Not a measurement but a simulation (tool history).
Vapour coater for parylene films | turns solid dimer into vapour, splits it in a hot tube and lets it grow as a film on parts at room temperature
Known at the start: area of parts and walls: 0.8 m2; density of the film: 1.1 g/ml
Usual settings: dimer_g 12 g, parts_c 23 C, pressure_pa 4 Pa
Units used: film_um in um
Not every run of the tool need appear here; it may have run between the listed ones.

run 1 hour=0 | dimer_g=12 parts_c=23 pressure_pa=4 | film_um=6.61
run 2 hour=14.4 | dimer_g=12 parts_c=23 pressure_pa=2.23 | film_um=6.99
run 3 hour=30 | dimer_g=12 parts_c=23 pressure_pa=2.23 | film_um=6.95
-- hour=53.4 trap's valve overhauled
run 4 hour=56.1 | dimer_g=12 parts_c=23 pressure_pa=4 | film_um=7.51
run 5 hour=76.1 | dimer_g=12 parts_c=23 pressure_pa=4 | film_um=7.6
run 6 hour=86.8 | dimer_g=12 parts_c=23 pressure_pa=4 | film_um=7.58
run 7 hour=100.4 | dimer_g=12 parts_c=23 pressure_pa=4 | film_um=7.55
run 8 hour=111.8 | dimer_g=18 parts_c=23 pressure_pa=4 | film_um=11.37
run 9 hour=125.9 | dimer_g=13 parts_c=23 pressure_pa=4 | film_um=8.05
run 10 hour=141.2 | dimer_g=12 parts_c=23 pressure_pa=4 | film_um=7.62
run 11 hour=154.7 | dimer_g=12 parts_c=23 pressure_pa=4 | film_um=7.51
run 12 hour=171.4 | dimer_g=12 parts_c=23 pressure_pa=4 | film_um=7.46
run 13 hour=192.5 | dimer_g=12 parts_c=23 pressure_pa=4 | film_um=7.51
run 14 hour=203.1 | dimer_g=12 parts_c=23 pressure_pa=3.65 | film_um=7.56
run 15 hour=218.1 | dimer_g=12 parts_c=23 pressure_pa=3.65 | film_um=7.5
run 16 hour=239.9 | dimer_g=12 parts_c=23 pressure_pa=3.65 | film_um=7.49
run 17 hour=253.9 | dimer_g=12 parts_c=34 pressure_pa=4 | film_um=5.93
run 18 hour=270.7 | dimer_g=12 parts_c=32 pressure_pa=3.66 | film_um=6.1
run 19 hour=290 | dimer_g=7 parts_c=23 pressure_pa=8.26 | film_um=3.95
run 20 hour=309.7 | dimer_g=7 parts_c=23 pressure_pa=8.26 | film_um=3.9
run 21 hour=322.9 | dimer_g=7 parts_c=23 pressure_pa=8.26 | film_um=3.93
run 22 hour=332.6 | dimer_g=12 parts_c=23 pressure_pa=3.34 | film_um=7.43
run 23 hour=351.7 | dimer_g=12 parts_c=23 pressure_pa=3.34 | film_um=7.27
run 24 hour=362.5 | dimer_g=9 parts_c=18 pressure_pa=11.73 | film_um=5.37
run 25 hour=381.9 | dimer_g=12 parts_c=19 pressure_pa=2.23 | film_um=8.48
run 26 hour=397.3 | dimer_g=12 parts_c=19 pressure_pa=2.23 | film_um=8.47
run 27 hour=408.4 | dimer_g=12 parts_c=19 pressure_pa=2.23 | film_um=8.4

Alternative continuations, all from the tool just after run 27; predict every row:
run A hour=426.7 | dimer_g=11 parts_c=17 pressure_pa=3.06 | film_um=?
run B hour=426.7 | dimer_g=12 parts_c=30 pressure_pa=2.23 | film_um=?
run C hour=426.7 | dimer_g=10 parts_c=25 pressure_pa=5.63 | film_um=?
run D hour=426.7 | dimer_g=9 parts_c=23 pressure_pa=5.6 | film_um=?
run E hour=426.7 | dimer_g=14 parts_c=19 pressure_pa=2.23 | film_um=?

run=A film_um=7.83
run=B film_um=6.59
run=C film_um=5.58
run=D film_um=5.09
run=E film_um=9.83
Stripped of hidden state, with their random variation kept, the same runs would have yielded:
run=A film_um=8.26
run=B film_um=6.96
run=C film_um=5.89
run=D film_um=5.37
run=E film_um=10.38
